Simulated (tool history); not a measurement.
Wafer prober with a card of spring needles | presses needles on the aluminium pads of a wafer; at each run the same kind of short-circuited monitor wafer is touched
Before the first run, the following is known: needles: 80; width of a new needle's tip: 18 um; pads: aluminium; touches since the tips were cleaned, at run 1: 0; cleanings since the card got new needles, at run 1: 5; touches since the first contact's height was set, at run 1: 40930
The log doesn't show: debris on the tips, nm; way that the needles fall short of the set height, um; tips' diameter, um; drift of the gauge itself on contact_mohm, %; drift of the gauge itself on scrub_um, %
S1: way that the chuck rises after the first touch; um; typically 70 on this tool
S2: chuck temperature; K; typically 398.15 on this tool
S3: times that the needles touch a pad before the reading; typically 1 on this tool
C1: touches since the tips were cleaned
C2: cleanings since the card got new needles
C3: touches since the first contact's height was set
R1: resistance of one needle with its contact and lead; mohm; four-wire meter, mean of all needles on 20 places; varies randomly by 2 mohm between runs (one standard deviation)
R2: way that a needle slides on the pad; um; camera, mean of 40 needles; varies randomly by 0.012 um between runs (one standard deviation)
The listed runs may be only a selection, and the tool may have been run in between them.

run    day  S1      S2  S3    C1  C2     C3   R1     R2
  1      0  70  398.15   1     0   5  40930  226   9.13
  2  0.488  70  398.15   1  3178   5  44108  249   9.12
  3  0.829  70  398.15   1  5403   5  46333  257   9.11
     1.108  -- tips cleaned on abrasive film
  4  1.154  70  398.15   1   302   6  48429  228    9.1
  5   1.45  70  398.15   1  2224   6  50351  240   9.11
  6  1.721  70  398.15   1  4000   6  52127  249   9.11
     2.204  -- tips cleaned on abrasive film
  7  2.208  70  398.15   1    24   7  55277  228   9.09
  8  2.642  70  398.15   1  2847   7  58100  247   9.08
  9  2.992  70  398.15   1  5151   7  60404  257   9.09
     3.283  -- tips cleaned on abrasive film
 10  3.342  70  398.15   1   374   8  62658  230   9.09
 11  3.608  70  377.15   1  2112   8  64396  237   9.09
 12  4.142  68  317.15   2  5595   8  67879  232   8.82
     4.362  -- tips cleaned on abrasive film
 13  4.533  65  312.15   1  1101   9  70387  222    8.4
 14  4.892  65  312.15   2  3449   9  72735  226   8.41
 15  5.175  52  370.15   2  5295   9  74581  259    6.7
 16  5.429  87  301.15   2  6957   9  76243  217  11.31
     5.471  -- tips cleaned on abrasive film
 17  5.808  53  398.15   1  2205  10  78690  263    6.8
 18  6.042  82  370.15   3  3725  10  80210  223  10.63
     6.546  -- tips cleaned on abrasive film
 19  6.546  84  300.15   2     0  11  83484  200  10.87
 20  6.833  83  398.15   1  1868  11  85352  238  10.74
 21  7.192  83  398.15   1  4214  11  87698  239  10.74
 22  7.592  71  308.15   1  6809  11  90293  247   9.18

3 options for the next run, each taken on its own from the tool as it stands now. Forecast them:
     7.629  -- tips cleaned on abrasive film
  A  7.817  70  393.15   1  1219  12  91734   ?   ?
     7.629  -- tips cleaned on abrasive film
  B  7.817  71  308.15   2  1219  12  91734   ?   ?
     7.629  -- tips cleaned on abrasive film
  C  7.817  71  308.15   3  1219  12  91734   ?   ?

run   R1    R2
  A  236     9
  B  213  9.14
  C  205  9.15
With the hidden condition removed and each run's random variation left untouched, the same runs would have given:
run   R1    R2
  A  223  9.18
  B  204  9.32
  C  199  9.33

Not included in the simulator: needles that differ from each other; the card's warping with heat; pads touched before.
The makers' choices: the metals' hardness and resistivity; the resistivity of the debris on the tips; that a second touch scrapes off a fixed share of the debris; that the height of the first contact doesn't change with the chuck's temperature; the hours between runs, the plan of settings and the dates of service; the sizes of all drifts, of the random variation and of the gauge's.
